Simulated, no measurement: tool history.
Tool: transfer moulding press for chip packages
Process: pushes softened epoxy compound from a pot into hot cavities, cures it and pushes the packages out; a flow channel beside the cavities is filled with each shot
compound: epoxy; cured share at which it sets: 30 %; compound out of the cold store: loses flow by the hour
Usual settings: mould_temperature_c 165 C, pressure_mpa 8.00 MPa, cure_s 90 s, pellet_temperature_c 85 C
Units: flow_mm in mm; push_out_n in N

run,hour,mould_temperature_c,pressure_mpa,cure_s,pellet_temperature_c,incoming compound's hours out of the cold store,flow_mm,push_out_n
1,0.0,165,8.00,90,85,8.0,571,498
2,15.3,165,8.00,90,85,25.9,512,692
# hour 34.6: cavities cleaned with cleaning compound and waxed
3,40.5,165,8.00,90,85,28.3,508,501
4,50.9,165,8.00,90,85,46.9,462,601
5,62.1,165,8.00,96,85,11.4,544,716
# hour 72.4: cavities cleaned with cleaning compound and waxed
6,79.3,165,8.00,96,85,11.7,547,504
7,102.2,165,8.00,96,85,17.6,530,711
# hour 110.5: cavities cleaned with cleaning compound and waxed
8,122.2,165,8.00,96,85,40.2,473,570
9,138.8,165,8.00,95,85,17.2,526,740
# hour 149.4: cavities cleaned with cleaning compound and waxed
10,157.1,165,9.64,90,85,17.7,572,557
11,168.0,165,9.64,90,85,27.2,540,674
# hour 187.9: cavities cleaned with cleaning compound and waxed
12,194.1,170,8.00,90,85,30.2,474,463
13,205.5,171,8.00,90,85,27.2,478,573
14,219.1,171,8.00,90,85,15.4,498,656
# hour 226.1: cavities cleaned with cleaning compound and waxed
15,238.3,158,8.00,80,85,31.2,485,1177

Forecast run 16:
16,253.0,161,8.00,90,78,21.6,?,?

Run 16 gave flow_mm 501 mm, push_out_n 960 N.
Without the tool's hidden state the same run would have given flow_mm 541 mm, push_out_n 532 N.
